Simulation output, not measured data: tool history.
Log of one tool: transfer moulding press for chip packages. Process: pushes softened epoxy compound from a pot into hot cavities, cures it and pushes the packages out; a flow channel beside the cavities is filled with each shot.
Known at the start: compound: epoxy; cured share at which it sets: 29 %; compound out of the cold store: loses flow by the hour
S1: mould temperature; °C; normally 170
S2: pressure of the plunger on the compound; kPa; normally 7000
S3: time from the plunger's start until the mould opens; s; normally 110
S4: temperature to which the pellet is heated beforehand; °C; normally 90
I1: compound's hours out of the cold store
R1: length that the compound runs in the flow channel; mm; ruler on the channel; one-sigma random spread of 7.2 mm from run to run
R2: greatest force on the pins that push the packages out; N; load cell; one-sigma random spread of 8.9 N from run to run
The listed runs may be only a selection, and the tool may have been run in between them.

Run 1, hour 0: usual settings; I1 22.4. Result: R1 747 mm, R2 665 N.
At hour 31.8: cavities cleaned with cleaning compound and waxed.
Run 2, hour 39: usual settings; I1 44.5. Result: R1 674 mm, R2 536 N.
Run 3, hour 56.8: usual settings; I1 27.4. Result: R1 734 mm, R2 735 N.
At hour 78.4: cavities cleaned with cleaning compound and waxed.
At hour 95.5: plunger's sealing rings changed.
Run 4, hour 97: usual settings; I1 25.6. Result: R1 809 mm, R2 652 N.
At hour 128.2: cavities cleaned with cleaning compound and waxed.
Run 5, hour 139.7: usual settings but S4 81 °C; I1 38.6. Result: R1 740 mm, R2 617 N.
At hour 158.1: mould's thermocouples calibrated.
Run 6, hour 160.3: usual settings but S4 81 °C; I1 44.2. Result: R1 714 mm, R2 782 N.
At hour 179: cavities cleaned with cleaning compound and waxed.
Run 7, hour 201.2: usual settings; I1 9.3. Result: R1 887 mm, R2 783 N.
At hour 227.9: cavities cleaned with cleaning compound and waxed.
Run 8, hour 233.4: usual settings but S4 95 °C; I1 19.2. Result: R1 816 mm, R2 534 N.
Run 9, hour 265.1: usual settings but S4 95 °C; I1 36.1. Result: R1 739 mm, R2 804 N.
At hour 269.7: mould's thermocouples calibrated, once more.
At hour 276.9: cavities cleaned with cleaning compound and waxed.
Run 10, hour 303: usual settings but S4 97 °C; I1 33.4. Result: R1 738 mm, R2 696 N.
At hour 326: cavities cleaned with cleaning compound and waxed.
Run 11, hour 335: usual settings but S4 97 °C; I1 11.5. Result: R1 826 mm, R2 552 N.
Run 12, hour 366.1: usual settings but S4 82 °C; I1 47. Result: R1 671 mm, R2 788 N.
At hour 373.4: cavities cleaned with cleaning compound and waxed.
Run 13, hour 397.7: usual settings; I1 31.2. Result: R1 726 mm, R2 714 N.
At hour 420: cavities cleaned with cleaning compound and waxed.
Run 14, hour 423.4: usual settings but S2 8350 kPa; I1 40.9. Result: R1 761 mm, R2 470 N.
Run 15, hour 454.9: usual settings but S1 163 °C, S2 5360 kPa, S3 92 s, S4 88 °C; I1 33. Result: R1 635 mm, R2 1353 N.
At hour 465.9: cavities cleaned with cleaning compound and waxed.
Run 16, hour 491.5: usual settings but S4 89 °C; I1 36.7. Result: R1 714 mm, R2 759 N.
At hour 511.4: cavities cleaned with cleaning compound and waxed.
Run 17, hour 522: usual settings but S3 97 s; I1 23.9. Result: R1 743 mm, R2 603 N.
Run 18, hour 548.6: usual settings but S2 6230 kPa, S4 91 °C; I1 41.2. Result: R1 641 mm, R2 825 N.
At hour 558.5: cavities cleaned with cleaning compound and waxed.
Run 19, hour 589: usual settings but S2 7080 kPa; I1 44.4. Result: R1 657 mm, R2 743 N.
At hour 605.6: cavities cleaned with cleaning compound and waxed.
Run 20, hour 613.2: usual settings but S1 169 °C, S2 7080 kPa, S3 102 s; I1 22.9. Result: R1 746 mm, R2 585 N.
At hour 619.1: plunger's sealing rings changed.
At hour 653.7: cavities cleaned with cleaning compound and waxed.
Run 21, hour 653.7: usual settings but S1 169 °C, S2 7080 kPa, S3 102 s; I1 17.6. Result: R1 850 mm, R2 450 N.
Run 22, hour 673.6: usual settings but S3 93 s, S4 97 °C; I1 45.3. Result: R1 715 mm, R2 777 N.
At hour 701.9: cavities cleaned with cleaning compound and waxed.
Run 23, hour 713.6: usual settings but S1 173 °C, S4 91 °C; I1 15.5. Result: R1 832 mm, R2 553 N.
At hour 749.6: cavities cleaned with cleaning compound and waxed.
Run 24, hour 753.4: usual settings but S1 168 °C, S2 7600 kPa; I1 35.9. Result: R1 790 mm, R2 493 N.
Run 25, hour 789.1: usual settings but S1 171 °C, S2 5750 kPa, S3 126 s, S4 94 °C; I1 34.2. Result: R1 678 mm, R2 767 N.
At hour 795.3: cavities cleaned with cleaning compound and waxed.
Run 26, hour 822.6: usual settings but S1 171 °C, S2 5750 kPa, S3 136 s, S4 94 °C; I1 35.5. Result: R1 661 mm, R2 706 N.

5 ways to go on from here, each from the tool as it stands after run 26. What would each give?
At hour 841.6: cavities cleaned with cleaning compound and waxed.
Run A, hour 841.6: usual settings but S1 171 °C, S2 8540 kPa, S3 148 s, S4 97 °C; I1 41.6. Result: R1 ?, R2 ?.
At hour 841.6: cavities cleaned with cleaning compound and waxed.
Run B, hour 841.6: usual settings but S1 162 °C, S2 5480 kPa, S3 136 s, S4 87 °C; I1 10.6. Result: R1 ?, R2 ?.
At hour 841.6: cavities cleaned with cleaning compound and waxed.
Run C, hour 841.6: usual settings but S1 176 °C, S2 5750 kPa, S3 95 s, S4 94 °C; I1 18.8. Result: R1 ?, R2 ?.
At hour 841.6: cavities cleaned with cleaning compound and waxed.
Run D, hour 841.6: usual settings but S1 166 °C, S3 108 s, S4 94 °C; I1 10.6. Result: R1 ?, R2 ?.
At hour 841.6: cavities cleaned with cleaning compound and waxed.
Run E, hour 841.6: usual settings but S2 5740 kPa, S4 91 °C; I1 31.9. Result: R1 ?, R2 ?.

run   R1   R2
  A  773  394
  B  768  442
  C  714  412
  D  851  471
  E  668  422
Without the tool's hidden state the same runs would have given:
run   R1   R2
  A  803  380
  B  797  415
  C  742  394
  D  884  437
  E  694  402
